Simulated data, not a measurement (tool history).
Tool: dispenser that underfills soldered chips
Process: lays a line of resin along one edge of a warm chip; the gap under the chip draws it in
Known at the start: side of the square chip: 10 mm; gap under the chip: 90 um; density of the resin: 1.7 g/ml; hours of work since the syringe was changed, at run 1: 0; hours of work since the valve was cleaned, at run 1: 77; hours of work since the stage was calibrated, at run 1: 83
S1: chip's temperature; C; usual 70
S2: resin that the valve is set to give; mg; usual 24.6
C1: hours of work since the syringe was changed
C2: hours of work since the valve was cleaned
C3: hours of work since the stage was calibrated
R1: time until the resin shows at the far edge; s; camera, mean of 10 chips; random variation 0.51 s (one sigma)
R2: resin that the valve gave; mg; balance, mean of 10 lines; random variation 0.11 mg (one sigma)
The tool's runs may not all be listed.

{"run": 1, "day": 0.0, "S1": 70, "S2": 24.6, "C1": 0, "C2": 77, "C3": 83, "R1": 41.7, "R2": 23.06}
{"run": 2, "day": 0.088, "S1": 70, "S2": 29.2, "C1": 1, "C2": 78, "C3": 84, "R1": 44.8, "R2": 27.27}
{"run": 3, "day": 0.162, "S1": 70, "S2": 29.2, "C1": 3, "C2": 80, "C3": 86, "R1": 47.5, "R2": 27.23}
{"run": 4, "day": 0.283, "S1": 66, "S2": 24.6, "C1": 5, "C2": 82, "C3": 88, "R1": 64.4, "R2": 23.06}
{"run": 5, "day": 0.371, "S1": 70, "S2": 24.6, "C1": 6, "C2": 83, "C3": 89, "R1": 59.6, "R2": 23.0}
{"run": 6, "day": 0.446, "S1": 70, "S2": 31.0, "C1": 7, "C2": 84, "C3": 90, "R1": 63.3, "R2": 28.79}
{"run": 7, "day": 0.617, "S1": 70, "S2": 31.1, "C1": 10, "C2": 87, "C3": 93, "R1": 75.6, "R2": 28.79}
{"day": 0.733, "done": "new syringe of resin"}
{"run": 8, "day": 0.788, "S1": 70, "S2": 24.6, "C1": 1, "C2": 90, "C3": 96, "R1": 44.7, "R2": 22.85}
{"run": 9, "day": 0.892, "S1": 70, "S2": 24.6, "C1": 3, "C2": 92, "C3": 98, "R1": 50.5, "R2": 22.79}
{"run": 10, "day": 0.975, "S1": 70, "S2": 24.6, "C1": 4, "C2": 93, "C3": 99, "R1": 53.9, "R2": 22.53}
{"run": 11, "day": 1.075, "S1": 70, "S2": 25.2, "C1": 6, "C2": 95, "C3": 101, "R1": 59.6, "R2": 23.21}
{"run": 12, "day": 1.238, "S1": 70, "S2": 25.2, "C1": 8, "C2": 97, "C3": 103, "R1": 70.1, "R2": 23.09}
{"run": 13, "day": 1.379, "S1": 70, "S2": 25.2, "C1": 11, "C2": 100, "C3": 106, "R1": 81.2, "R2": 23.18}
{"day": 1.467, "done": "new syringe of resin"}
{"run": 14, "day": 1.521, "S1": 70, "S2": 24.6, "C1": 1, "C2": 102, "C3": 108, "R1": 44.2, "R2": 22.61}
{"run": 15, "day": 1.683, "S1": 70, "S2": 24.6, "C1": 4, "C2": 105, "C3": 111, "R1": 52.8, "R2": 22.38}
{"run": 16, "day": 1.796, "S1": 82, "S2": 24.6, "C1": 6, "C2": 107, "C3": 113, "R1": 37.0, "R2": 22.46}
{"run": 17, "day": 1.946, "S1": 82, "S2": 24.6, "C1": 8, "C2": 109, "C3": 115, "R1": 43.8, "R2": 22.35}
{"run": 18, "day": 2.083, "S1": 66, "S2": 24.6, "C1": 10, "C2": 111, "C3": 117, "R1": 93.2, "R2": 22.38}
{"day": 2.196, "done": "new syringe of resin"}
{"run": 19, "day": 2.229, "S1": 62, "S2": 24.6, "C1": 1, "C2": 114, "C3": 120, "R1": 60.3, "R2": 22.26}
{"run": 20, "day": 2.342, "S1": 69, "S2": 32.0, "C1": 2, "C2": 116, "C3": 122, "R1": 49.2, "R2": 28.97}
{"day": 2.4, "done": "dispensing valve cleaned and set on the balance"}
{"run": 21, "day": 2.517, "S1": 71, "S2": 30.2, "C1": 5, "C2": 2, "C3": 124, "R1": 51.5, "R2": 30.02}
{"run": 22, "day": 2.612, "S1": 64, "S2": 25.5, "C1": 6, "C2": 4, "C3": 125, "R1": 77.9, "R2": 25.41}
{"run": 23, "day": 2.688, "S1": 63, "S2": 25.0, "C1": 8, "C2": 5, "C3": 127, "R1": 86.0, "R2": 25.14}
{"run": 24, "day": 2.833, "S1": 59, "S2": 30.4, "C1": 10, "C2": 7, "C3": 129, "R1": 113.2, "R2": 30.3}
{"day": 2.979, "done": "new syringe of resin"}
{"run": 25, "day": 2.983, "S1": 59, "S2": 30.4, "C1": 0, "C2": 10, "C3": 131, "R1": 64.9, "R2": 30.23}
{"run": 26, "day": 3.142, "S1": 59, "S2": 30.4, "C1": 3, "C2": 12, "C3": 134, "R1": 74.8, "R2": 30.3}
{"run": 27, "day": 3.229, "S1": 59, "S2": 30.4, "C1": 4, "C2": 14, "C3": 135, "R1": 82.4, "R2": 30.16}
{"run": 28, "day": 3.371, "S1": 57, "S2": 31.0, "C1": 7, "C2": 16, "C3": 138, "R1": 102.6, "R2": 30.47}
{"run": 29, "day": 3.533, "S1": 85, "S2": 30.2, "C1": 9, "C2": 19, "C3": 141, "R1": 39.4, "R2": 29.49}
{"day": 3.712, "done": "new syringe of resin"}
{"run": 30, "day": 3.721, "S1": 73, "S2": 30.1, "C1": 0, "C2": 22, "C3": 144, "R1": 36.3, "R2": 29.54}
{"run": 31, "day": 3.883, "S1": 57, "S2": 24.2, "C1": 3, "C2": 24, "C3": 146, "R1": 83.0, "R2": 23.72}
{"run": 32, "day": 4.071, "S1": 57, "S2": 24.2, "C1": 6, "C2": 28, "C3": 149, "R1": 100.0, "R2": 23.7}
{"run": 33, "day": 4.25, "S1": 59, "S2": 20.9, "C1": 9, "C2": 31, "C3": 152, "R1": 113.9, "R2": 20.37}
{"run": 34, "day": 4.342, "S1": 59, "S2": 20.9, "C1": 11, "C2": 32, "C3": 154, "R1": 126.0, "R2": 20.25}
{"day": 4.442, "done": "new syringe of resin"}
{"run": 35, "day": 4.483, "S1": 59, "S2": 20.9, "C1": 1, "C2": 34, "C3": 156, "R1": 68.7, "R2": 20.35}
{"run": 36, "day": 4.638, "S1": 72, "S2": 25.1, "C1": 3, "C2": 37, "C3": 159, "R1": 45.7, "R2": 24.25}

5 ways to go on from here, each from the tool as it stands after run 36. What would each give?
{"run": "A", "day": 4.717, "S1": 77, "S2": 25.2, "C1": 5, "C2": 38, "C3": 160, "R1": "?", "R2": "?"}
{"run": "B", "day": 4.717, "S1": 75, "S2": 23.2, "C1": 5, "C2": 38, "C3": 160, "R1": "?", "R2": "?"}
{"run": "C", "day": 4.717, "S1": 72, "S2": 26.5, "C1": 5, "C2": 38, "C3": 160, "R1": "?", "R2": "?"}
{"run": "D", "day": 4.717, "S1": 82, "S2": 24.6, "C1": 5, "C2": 38, "C3": 160, "R1": "?", "R2": "?"}
{"run": "E", "day": 4.717, "S1": 73, "S2": 24.6, "C1": 5, "C2": 38, "C3": 160, "R1": "?", "R2": "?"}

run=A R1=41.0 R2=24.29
run=B R1=44.0 R2=22.60
run=C R1=47.7 R2=25.61
run=D R1=33.7 R2=23.70
run=E R1=48.3 R2=23.86
Without the tool's hidden state the same runs would have given:
run=A R1=32.0 R2=25.11
run=B R1=34.2 R2=23.37
run=C R1=37.3 R2=26.48
run=D R1=26.4 R2=24.50
run=E R1=37.8 R2=24.67

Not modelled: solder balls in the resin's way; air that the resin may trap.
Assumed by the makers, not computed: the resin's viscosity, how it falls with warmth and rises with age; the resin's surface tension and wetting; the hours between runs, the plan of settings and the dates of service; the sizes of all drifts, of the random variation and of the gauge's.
